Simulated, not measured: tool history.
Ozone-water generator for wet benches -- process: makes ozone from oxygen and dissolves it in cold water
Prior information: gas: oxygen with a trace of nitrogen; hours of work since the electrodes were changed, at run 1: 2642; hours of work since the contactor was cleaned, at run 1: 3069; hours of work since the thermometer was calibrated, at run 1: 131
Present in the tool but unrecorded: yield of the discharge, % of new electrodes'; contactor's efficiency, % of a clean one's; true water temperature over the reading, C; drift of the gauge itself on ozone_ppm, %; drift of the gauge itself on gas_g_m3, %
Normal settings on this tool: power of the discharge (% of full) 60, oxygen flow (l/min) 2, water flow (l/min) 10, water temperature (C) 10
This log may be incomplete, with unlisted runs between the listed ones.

run	hour	power of the discharge (% of full)	oxygen flow (l/min)	water flow (l/min)	water temperature (C)	hours of work since the electrodes were changed	hours of work since the contactor was cleaned	hours of work since the thermometer was calibrated	dissolved ozone (ppm)	ozone in the gas ahead of the water (g/m3)
1	0	60	2	10	10	2642	3069	131	19.6	197.3
2	154.7	60	2	10	10	2757	3184	246	19.2	197.3
3	354.6	60	2	10	10	2906	3333	395	19.2	194.4
4	501.9	60	2	10	10	3015	3442	504	19	195.8
5	693.6	60	1.65	10	10	3158	3585	647	18	210.8
6	892.7	60	1.65	10	16	3306	3733	795	17	211.1
# hour 1064.8: contactor cleaned
7	1079.2	60	1.65	10	16	3442	11	931	18.1	209.6
8	1208.1	60	1.65	10	16	3538	107	1026	17.5	210.6
9	1352.5	60	1.65	16	16	3645	214	1134	11	207.9
10	1456.5	60	1.65	16	16	3722	291	1211	11.2	211.3
11	1618.6	60	1.65	16	16	3843	412	1332	10.9	209.9
12	1788.9	60	1.65	16	16	3969	538	1458	10.8	207.2
13	1923.6	60	1.65	16	16	4070	639	1558	10.9	207.9
14	2105.5	60	1.65	16	16	4205	774	1694	11	206.2
15	2232.9	60	1.65	16	16	4300	869	1788	10.5	206.2
16	2394.1	60	1.65	16	6	4419	988	1908	11.4	206.8
17	2521.6	60	1.65	16	6	4514	1083	2003	11.3	205.8
18	2713.8	60	1.65	16	6	4657	1226	2146	11.2	202.5
19	2888.9	60	1.65	16	6	4787	1356	2276	11.2	202.7
20	3009.1	46	2.51	10	10	4877	1446	2365	15.8	136.1
21	3168.4	46	2.51	10	10	4995	1564	2484	15.8	135.9
# hour 3371.8: water thermometer calibrated
22	3371.8	43	1.2	15	8	5146	1715	0	7.8	175.7
23	3539.9	43	1.2	15	8	5271	1840	125	7.9	178
24	3752.5	71	1.18	14	10	5429	1998	283	12.4	266.4
25	3956.6	71	1.18	14	10	5581	2150	435	12.5	260
26	4165.4	64	2.59	14	10	5736	2305	590	14.6	172
27	4278.1	88	2.27	12	7	5820	2389	674	21.7	237.2
28	4423.2	49	2.27	12	8	5928	2497	782	13.4	146.7
29	4553.1	85	1.52	16	8	6024	2593	878	13.7	271.2
# hour 4598.1: water thermometer calibrated, once more
30	4707.8	85	2.84	16	8	6139	2708	82	16.5	205.2
31	4889.1	81	3.37	7	14	6274	2843	216	30	182.1
32	4983.6	59	2	7	10	6344	2913	287	24	177.7

Predict each of these 4 candidate next runs independently; none follows another, all start after run 32:
A	5168.3	69	2	10	10	6481	3050	424	?	?
B	5168.3	60	1.33	10	10	6481	3050	424	?	?
C	5168.3	60	2	9	8	6481	3050	424	?	?
D	5168.3	51	2	10	10	6481	3050	424	?	?

run	dissolved ozone (ppm)	ozone in the gas ahead of the water (g/m3)
A	19.8	203.5
B	15.7	213.2
C	19.9	179.8
D	15.3	157.1
With the hidden condition removed and each run's random variation left untouched, the same runs would have given:
run	dissolved ozone (ppm)	ozone in the gas ahead of the water (g/m3)
A	25	243
B	19.4	249.3
C	24.5	210.1
D	18.5	179.2
